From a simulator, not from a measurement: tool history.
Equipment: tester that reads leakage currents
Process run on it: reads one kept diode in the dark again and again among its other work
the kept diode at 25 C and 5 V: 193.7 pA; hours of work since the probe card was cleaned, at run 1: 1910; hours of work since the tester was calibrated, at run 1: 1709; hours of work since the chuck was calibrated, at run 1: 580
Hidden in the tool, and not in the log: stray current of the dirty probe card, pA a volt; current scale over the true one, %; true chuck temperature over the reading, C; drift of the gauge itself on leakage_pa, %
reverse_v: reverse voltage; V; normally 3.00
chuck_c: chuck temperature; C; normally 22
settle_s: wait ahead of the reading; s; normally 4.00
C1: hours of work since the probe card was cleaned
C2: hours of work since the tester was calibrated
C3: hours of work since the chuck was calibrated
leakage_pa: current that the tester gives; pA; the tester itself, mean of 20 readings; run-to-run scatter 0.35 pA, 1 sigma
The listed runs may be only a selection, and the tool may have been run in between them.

{"run": 1, "hour": 0.0, "reverse_v": 3.0, "chuck_c": 22, "settle_s": 4.0, "C1": 1910, "C2": 1709, "C3": 580, "leakage_pa": 111.64}
{"run": 2, "hour": 123.1, "reverse_v": 3.0, "chuck_c": 22, "settle_s": 4.0, "C1": 2009, "C2": 1807, "C3": 678, "leakage_pa": 109.3}
{"run": 3, "hour": 202.0, "reverse_v": 3.0, "chuck_c": 22, "settle_s": 4.0, "C1": 2072, "C2": 1870, "C3": 741, "leakage_pa": 109.63}
{"run": 4, "hour": 273.0, "reverse_v": 3.0, "chuck_c": 22, "settle_s": 4.0, "C1": 2128, "C2": 1927, "C3": 798, "leakage_pa": 108.4}
{"run": 5, "hour": 423.9, "reverse_v": 3.0, "chuck_c": 22, "settle_s": 4.0, "C1": 2249, "C2": 2047, "C3": 918, "leakage_pa": 106.67}
{"run": 6, "hour": 557.8, "reverse_v": 3.0, "chuck_c": 22, "settle_s": 4.0, "C1": 2356, "C2": 2154, "C3": 1025, "leakage_pa": 105.32}
{"run": 7, "hour": 630.1, "reverse_v": 3.0, "chuck_c": 22, "settle_s": 4.0, "C1": 2414, "C2": 2212, "C3": 1083, "leakage_pa": 104.78}
{"run": 8, "hour": 772.7, "reverse_v": 3.0, "chuck_c": 22, "settle_s": 4.0, "C1": 2527, "C2": 2326, "C3": 1197, "leakage_pa": 103.22}
{"hour": 860.6, "done": "chuck's temperature calibrated"}
{"run": 9, "hour": 876.9, "reverse_v": 11.29, "chuck_c": 22, "settle_s": 4.0, "C1": 2609, "C2": 2407, "C3": 13, "leakage_pa": 254.42}
{"run": 10, "hour": 1016.2, "reverse_v": 1.25, "chuck_c": 22, "settle_s": 4.0, "C1": 2720, "C2": 2519, "C3": 124, "leakage_pa": 74.07}
{"run": 11, "hour": 1130.4, "reverse_v": 1.25, "chuck_c": 22, "settle_s": 4.0, "C1": 2811, "C2": 2610, "C3": 215, "leakage_pa": 73.19}
{"run": 12, "hour": 1231.3, "reverse_v": 1.25, "chuck_c": 22, "settle_s": 4.0, "C1": 2892, "C2": 2690, "C3": 296, "leakage_pa": 72.08}
{"run": 13, "hour": 1347.4, "reverse_v": 1.25, "chuck_c": 22, "settle_s": 4.0, "C1": 2985, "C2": 2783, "C3": 389, "leakage_pa": 71.0}
{"run": 14, "hour": 1451.3, "reverse_v": 1.25, "chuck_c": 22, "settle_s": 4.0, "C1": 3068, "C2": 2866, "C3": 472, "leakage_pa": 70.76}
{"run": 15, "hour": 1514.2, "reverse_v": 1.25, "chuck_c": 22, "settle_s": 4.0, "C1": 3118, "C2": 2916, "C3": 522, "leakage_pa": 70.04}
{"run": 16, "hour": 1621.4, "reverse_v": 1.25, "chuck_c": 22, "settle_s": 4.0, "C1": 3203, "C2": 3002, "C3": 607, "leakage_pa": 69.33}
{"run": 17, "hour": 1745.1, "reverse_v": 1.25, "chuck_c": 22, "settle_s": 4.0, "C1": 3302, "C2": 3101, "C3": 706, "leakage_pa": 67.99}
{"run": 18, "hour": 1859.2, "reverse_v": 1.25, "chuck_c": 22, "settle_s": 4.0, "C1": 3393, "C2": 3192, "C3": 797, "leakage_pa": 67.1}
{"run": 19, "hour": 1986.9, "reverse_v": 1.25, "chuck_c": 22, "settle_s": 4.0, "C1": 3495, "C2": 3294, "C3": 899, "leakage_pa": 66.27}
{"run": 20, "hour": 2076.9, "reverse_v": 3.0, "chuck_c": 22, "settle_s": 9.18, "C1": 3567, "C2": 3366, "C3": 971, "leakage_pa": 107.27}
{"run": 21, "hour": 2168.4, "reverse_v": 3.0, "chuck_c": 54, "settle_s": 4.0, "C1": 3640, "C2": 3439, "C3": 1044, "leakage_pa": 1035.17}
{"run": 22, "hour": 2233.1, "reverse_v": 10.05, "chuck_c": 23, "settle_s": 1.04, "C1": 3692, "C2": 3490, "C3": 1096, "leakage_pa": 227.85}
{"run": 23, "hour": 2353.3, "reverse_v": 3.55, "chuck_c": 22, "settle_s": 0.4, "C1": 3788, "C2": 3586, "C3": 1192, "leakage_pa": 116.6}
{"hour": 2456.7, "done": "chuck's temperature calibrated"}
{"run": 24, "hour": 2487.7, "reverse_v": 2.76, "chuck_c": 41, "settle_s": 2.97, "C1": 3894, "C2": 3692, "C3": 25, "leakage_pa": 466.38}
{"hour": 2543.4, "done": "probe card cleaned and baked"}
{"run": 25, "hour": 2594.3, "reverse_v": 2.76, "chuck_c": 41, "settle_s": 2.97, "C1": 41, "C2": 3775, "C3": 107, "leakage_pa": 453.51}
{"run": 26, "hour": 2731.5, "reverse_v": 2.66, "chuck_c": 46, "settle_s": 4.0, "C1": 150, "C2": 3884, "C3": 217, "leakage_pa": 625.57}
{"run": 27, "hour": 2852.9, "reverse_v": 13.41, "chuck_c": 22, "settle_s": 0.86, "C1": 247, "C2": 3981, "C3": 314, "leakage_pa": 254.28}
{"run": 28, "hour": 2935.2, "reverse_v": 4.75, "chuck_c": 22, "settle_s": 5.43, "C1": 313, "C2": 4047, "C3": 380, "leakage_pa": 141.4}
{"hour": 3045.1, "done": "tester calibrated"}
{"run": 29, "hour": 3060.6, "reverse_v": 13.48, "chuck_c": 41, "settle_s": 5.43, "C1": 411, "C2": 12, "C3": 478, "leakage_pa": 1003.5}
{"run": 30, "hour": 3212.1, "reverse_v": 3.96, "chuck_c": 22, "settle_s": 0.65, "C1": 532, "C2": 133, "C3": 599, "leakage_pa": 124.09}
{"run": 31, "hour": 3293.0, "reverse_v": 3.96, "chuck_c": 57, "settle_s": 1.48, "C1": 597, "C2": 198, "C3": 664, "leakage_pa": 1495.16}
{"run": 32, "hour": 3355.7, "reverse_v": 1.83, "chuck_c": 23, "settle_s": 0.74, "C1": 647, "C2": 248, "C3": 714, "leakage_pa": 87.0}
{"run": 33, "hour": 3498.6, "reverse_v": 1.83, "chuck_c": 23, "settle_s": 0.74, "C1": 761, "C2": 362, "C3": 828, "leakage_pa": 85.03}
{"run": 34, "hour": 3628.0, "reverse_v": 1.83, "chuck_c": 23, "settle_s": 0.74, "C1": 864, "C2": 465, "C3": 931, "leakage_pa": 84.36}
{"run": 35, "hour": 3717.4, "reverse_v": 1.83, "chuck_c": 23, "settle_s": 0.74, "C1": 936, "C2": 537, "C3": 1003, "leakage_pa": 83.48}
{"run": 36, "hour": 3814.2, "reverse_v": 4.83, "chuck_c": 28, "settle_s": 8.0, "C1": 1013, "C2": 614, "C3": 1080, "leakage_pa": 204.56}
{"run": 37, "hour": 3876.7, "reverse_v": 3.0, "chuck_c": 59, "settle_s": 4.0, "C1": 1063, "C2": 664, "C3": 1130, "leakage_pa": 1376.41}

Run 38 has not been measured yet. What should we expect?
{"run": 38, "hour": 3994.5, "reverse_v": 3.0, "chuck_c": 59, "settle_s": 4.0, "C1": 1157, "C2": 758, "C3": 1224, "leakage_pa": "?"}

{"run 38": {"leakage_pa": 1357.18}}
Were there no unlogged condition in the tool, this run, its random variation unchanged, would have produced leakage_pa 1594.93 pA.
